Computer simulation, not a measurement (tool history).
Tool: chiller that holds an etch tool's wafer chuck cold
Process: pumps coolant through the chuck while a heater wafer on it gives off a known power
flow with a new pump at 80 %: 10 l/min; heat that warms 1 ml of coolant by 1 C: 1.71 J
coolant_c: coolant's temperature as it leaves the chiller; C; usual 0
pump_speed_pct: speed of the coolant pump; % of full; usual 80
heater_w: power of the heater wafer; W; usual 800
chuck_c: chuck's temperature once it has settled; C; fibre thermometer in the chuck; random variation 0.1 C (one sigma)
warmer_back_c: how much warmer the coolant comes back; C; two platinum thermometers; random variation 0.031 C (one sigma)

{"run": 1, "hour": 0.0, "coolant_c": 0, "pump_speed_pct": 80, "heater_w": 800, "chuck_c": 9.5, "warmer_back_c": 2.79}
{"run": 2, "hour": 17.2, "coolant_c": 0, "pump_speed_pct": 80, "heater_w": 800, "chuck_c": 9.6, "warmer_back_c": 2.79}
{"run": 3, "hour": 46.0, "coolant_c": 0, "pump_speed_pct": 71, "heater_w": 800, "chuck_c": 10.4, "warmer_back_c": 3.22}
{"run": 4, "hour": 67.7, "coolant_c": 0, "pump_speed_pct": 80, "heater_w": 922, "chuck_c": 10.8, "warmer_back_c": 3.23}
{"run": 5, "hour": 86.0, "coolant_c": 0, "pump_speed_pct": 80, "heater_w": 922, "chuck_c": 10.8, "warmer_back_c": 3.21}
{"run": 6, "hour": 104.9, "coolant_c": 0, "pump_speed_pct": 80, "heater_w": 922, "chuck_c": 10.7, "warmer_back_c": 3.2}
{"run": 7, "hour": 127.1, "coolant_c": 0, "pump_speed_pct": 84, "heater_w": 800, "chuck_c": 9.0, "warmer_back_c": 2.67}
{"run": 8, "hour": 168.0, "coolant_c": 0, "pump_speed_pct": 65, "heater_w": 800, "chuck_c": 11.4, "warmer_back_c": 3.44}
{"run": 9, "hour": 191.2, "coolant_c": 0, "pump_speed_pct": 80, "heater_w": 800, "chuck_c": 9.4, "warmer_back_c": 2.73}
{"run": 10, "hour": 222.0, "coolant_c": 8, "pump_speed_pct": 80, "heater_w": 800, "chuck_c": 17.3, "warmer_back_c": 2.69}
{"run": 11, "hour": 246.0, "coolant_c": 8, "pump_speed_pct": 80, "heater_w": 800, "chuck_c": 17.3, "warmer_back_c": 2.69}
{"run": 12, "hour": 276.0, "coolant_c": 0, "pump_speed_pct": 80, "heater_w": 413, "chuck_c": 4.8, "warmer_back_c": 1.32}
{"run": 13, "hour": 295.7, "coolant_c": -4, "pump_speed_pct": 80, "heater_w": 800, "chuck_c": 5.6, "warmer_back_c": 2.71}
{"run": 14, "hour": 312.6, "coolant_c": -4, "pump_speed_pct": 80, "heater_w": 800, "chuck_c": 5.6, "warmer_back_c": 2.7}
{"run": 15, "hour": 342.7, "coolant_c": -4, "pump_speed_pct": 80, "heater_w": 800, "chuck_c": 5.3, "warmer_back_c": 2.66}
{"run": 16, "hour": 375.6, "coolant_c": -4, "pump_speed_pct": 80, "heater_w": 800, "chuck_c": 5.4, "warmer_back_c": 2.67}
{"run": 17, "hour": 402.5, "coolant_c": 10, "pump_speed_pct": 80, "heater_w": 800, "chuck_c": 19.5, "warmer_back_c": 2.81}
{"run": 18, "hour": 431.5, "coolant_c": 0, "pump_speed_pct": 80, "heater_w": 531, "chuck_c": 6.3, "warmer_back_c": 1.9}
{"run": 19, "hour": 469.5, "coolant_c": 2, "pump_speed_pct": 79, "heater_w": 558, "chuck_c": 8.5, "warmer_back_c": 2.0}
{"run": 20, "hour": 504.8, "coolant_c": 2, "pump_speed_pct": 79, "heater_w": 558, "chuck_c": 8.6, "warmer_back_c": 1.95}
{"run": 21, "hour": 526.5, "coolant_c": -9, "pump_speed_pct": 98, "heater_w": 558, "chuck_c": -3.6, "warmer_back_c": 1.55}
{"run": 22, "hour": 569.1, "coolant_c": 0, "pump_speed_pct": 89, "heater_w": 438, "chuck_c": 4.8, "warmer_back_c": 1.3}
{"run": 23, "hour": 607.6, "coolant_c": 0, "pump_speed_pct": 97, "heater_w": 1179, "chuck_c": 11.7, "warmer_back_c": 3.22}
{"run": 24, "hour": 630.2, "coolant_c": 0, "pump_speed_pct": 98, "heater_w": 1038, "chuck_c": 10.1, "warmer_back_c": 2.8}
{"run": 25, "hour": 648.7, "coolant_c": 0, "pump_speed_pct": 98, "heater_w": 1038, "chuck_c": 10.2, "warmer_back_c": 2.79}
{"run": 26, "hour": 677.1, "coolant_c": 8, "pump_speed_pct": 77, "heater_w": 857, "chuck_c": 18.6, "warmer_back_c": 3.0}
{"run": 27, "hour": 696.4, "coolant_c": 0, "pump_speed_pct": 80, "heater_w": 774, "chuck_c": 9.2, "warmer_back_c": 2.57}
{"run": 28, "hour": 731.9, "coolant_c": 0, "pump_speed_pct": 80, "heater_w": 774, "chuck_c": 9.1, "warmer_back_c": 2.59}
{"run": 29, "hour": 768.9, "coolant_c": -2, "pump_speed_pct": 76, "heater_w": 692, "chuck_c": 6.5, "warmer_back_c": 2.39}
{"run": 30, "hour": 802.3, "coolant_c": 1, "pump_speed_pct": 76, "heater_w": 1101, "chuck_c": 14.6, "warmer_back_c": 3.94}
{"run": 31, "hour": 829.8, "coolant_c": 1, "pump_speed_pct": 76, "heater_w": 1101, "chuck_c": 14.5, "warmer_back_c": 3.91}
{"run": 32, "hour": 864.9, "coolant_c": 1, "pump_speed_pct": 76, "heater_w": 1101, "chuck_c": 14.5, "warmer_back_c": 3.9}

Taken out of this log: 2 entries between the listed runs. Where each belongs, and how the hidden state differs across it:
Between runs 16 and 17: gauge calibrated (hour 402.3)
  drift of the gauge itself on warmer_back_c, C: -0.16 -> 0
  measured less the result without the state, warmer_back_c: -0.16 -> +0.01 C
Between runs 21 and 22: chiller's thermometer calibrated (hour 533.6)
  coolant's true temperature over the reading, C: 0.01 -> 0; drift of the gauge itself on warmer_back_c, C: -0.05 -> -0.07
  measured less the result without the state, warmer_back_c: -0.05 -> -0.07 C
